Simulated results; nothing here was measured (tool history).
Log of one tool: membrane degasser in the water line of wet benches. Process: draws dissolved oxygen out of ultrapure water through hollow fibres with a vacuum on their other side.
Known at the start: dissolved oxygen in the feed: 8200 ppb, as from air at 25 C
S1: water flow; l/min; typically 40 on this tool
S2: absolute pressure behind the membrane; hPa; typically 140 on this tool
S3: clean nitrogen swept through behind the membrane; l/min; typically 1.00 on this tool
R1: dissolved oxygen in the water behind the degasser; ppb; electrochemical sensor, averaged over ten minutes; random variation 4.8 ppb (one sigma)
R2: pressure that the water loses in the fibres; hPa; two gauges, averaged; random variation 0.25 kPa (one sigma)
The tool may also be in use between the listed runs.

| run | hour | S1 | S2 | S3 | R1 | R2 |
|---|---|---|---|---|---|---|
| 1 | 0.0 | 40 | 140 | 1.00 | 901.9 | 677.9 |
| 2 | 44.6 | 40 | 140 | 1.00 | 896.9 | 684.8 |
| 3 | 93.3 | 40 | 140 | 1.00 | 896.4 | 684.8 |
| 4 | 122.9 | 40 | 140 | 1.00 | 894.2 | 676.0 |
| 5 | 163.2 | 40 | 113 | 1.00 | 720.5 | 674.1 |
| 6 | 205.1 | 40 | 327 | 1.00 | 1974.7 | 676.9 |
| 7 | 246.6 | 40 | 327 | 1.36 | 1630.4 | 678.6 |
| 8 | 295.0 | 40 | 327 | 1.36 | 1627.8 | 676.5 |
| 9 | 335.3 | 40 | 327 | 1.36 | 1601.4 | 678.3 |
| 10 | 387.5 | 40 | 327 | 1.36 | 1637.5 | 680.5 |
| 11 | 430.9 | 40 | 327 | 1.36 | 1599.6 | 682.5 |
| 12 | 476.8 | 40 | 327 | 1.36 | 1612.3 | 683.5 |
| 13 | 499.4 | 40 | 140 | 1.00 | 890.1 | 681.0 |
| 14 | 551.5 | 40 | 140 | 1.00 | 882.3 | 675.8 |
| 15 | 585.9 | 40 | 140 | 1.00 | 889.1 | 682.1 |
| 16 | 639.4 | 40 | 140 | 1.00 | 872.9 | 683.1 |
| 17 | 688.0 | 40 | 140 | 1.55 | 657.9 | 684.6 |
| 18 | 712.3 | 40 | 140 | 1.55 | 656.0 | 684.1 |
| 19 | 767.2 | 26 | 255 | 1.55 | 796.6 | 445.7 |
| 20 | 801.9 | 51 | 278 | 2.76 | 1083.3 | 869.4 |
| 21 | 824.8 | 32 | 168 | 2.82 | 391.3 | 547.4 |
| 22 | 869.9 | 46 | 242 | 1.67 | 1217.6 | 785.4 |
| 23 | 899.8 | 46 | 153 | 1.01 | 1088.0 | 783.8 |
| 24 | 922.9 | 55 | 140 | 1.00 | 1181.1 | 940.6 |
| 25 | 949.3 | 63 | 253 | 2.09 | 1457.5 | 1072.7 |
| 26 | 988.7 | 40 | 140 | 0.96 | 907.9 | 684.7 |
| 27 | 1038.4 | 42 | 140 | 1.78 | 630.2 | 716.2 |
| 28 | 1085.3 | 38 | 159 | 0.95 | 1002.1 | 653.3 |
| 29 | 1108.1 | 32 | 260 | 0.95 | 1404.7 | 550.2 |
| 30 | 1146.2 | 30 | 115 | 0.93 | 571.2 | 511.3 |
| 31 | 1194.8 | 30 | 280 | 0.93 | 1460.0 | 513.0 |
| 32 | 1249.7 | 46 | 280 | 0.55 | 2687.7 | 785.5 |

Not shown here: 1 entry made in the log between runs. Locate each between two listed runs and compare the hidden state at the listed run before it with the hidden state at the listed run after it:
After run 10, before run 11: vacuum gauge calibrated (hour 394.1)
  true pressure behind the membrane over the reading, kPa: 0.3 -> 0.04
  difference, measured minus the result without the unlogged condition, R1: +17.8 -> +6.9 ppb; R2: +6.8 -> +7.1 hPa
